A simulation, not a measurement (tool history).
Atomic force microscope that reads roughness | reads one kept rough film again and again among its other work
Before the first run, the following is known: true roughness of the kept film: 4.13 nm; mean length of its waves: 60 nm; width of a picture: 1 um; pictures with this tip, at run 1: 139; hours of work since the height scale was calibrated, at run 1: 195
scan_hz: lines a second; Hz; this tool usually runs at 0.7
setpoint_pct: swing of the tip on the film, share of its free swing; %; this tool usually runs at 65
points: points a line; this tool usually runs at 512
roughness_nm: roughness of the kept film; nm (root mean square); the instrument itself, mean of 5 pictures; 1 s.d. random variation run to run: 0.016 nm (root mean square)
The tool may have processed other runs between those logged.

run	day	scan_hz	setpoint_pct	points	pictures with this tip	hours of work since the height scale was calibrated	roughness_nm
1	0	0.7	65	512	139	195	3.729
# day 0.142: new tip fitted
2	0.438	0.972	65	512	12	203	3.841
3	0.942	0.7	65	512	33	212	3.854
4	1.425	0.7	65	512	54	221	3.844
5	1.796	0.7	74	512	70	228	3.741
6	2.304	0.7	74	512	91	238	3.723
7	2.954	0.7	74	512	118	250	3.684
8	3.408	0.7	74	512	138	259	3.687
# day 3.6: new tip fitted
9	3.829	0.7	80	512	10	266	3.74
# day 3.9: height scale calibrated on a step standard
10	4.388	0.7	85	512	31	9	3.641
11	4.688	0.7	82	512	44	15	3.693
12	5.317	0.7	65	512	71	27	3.833
13	5.596	1.889	60	336	83	32	3.733
14	5.95	1.993	65	512	97	39	3.582
15	6.258	1.993	65	512	110	44	3.622
16	6.829	1.086	56	512	135	55	3.778
# day 7.1: new tip fitted
# day 7.342: height scale calibrated on a step standard, once more
17	7.442	1.086	71	512	13	2	3.683
18	8.071	0.519	56	850	40	14	3.878
19	8.7	1.063	67	850	66	26	3.71
20	9.071	0.834	85	1013	82	32	3.505
21	9.558	3.891	87	320	102	42	2.472
22	10.038	3.476	87	320	123	51	2.552
# day 10.617: new tip fitted
23	10.646	3.476	87	320	1	62	2.634

Predict each of these 3 candidate next runs independently; none follows another, all start after run 23:
A	11.088	3.84	82	394	20	70	?
B	11.088	0.972	81	429	20	70	?
C	11.088	3.889	87	320	20	70	?

run	roughness_nm
A	2.742
B	3.57
C	2.512
Without the tool's hidden state the same runs would have given:
run	roughness_nm
A	2.761
B	3.594
C	2.529
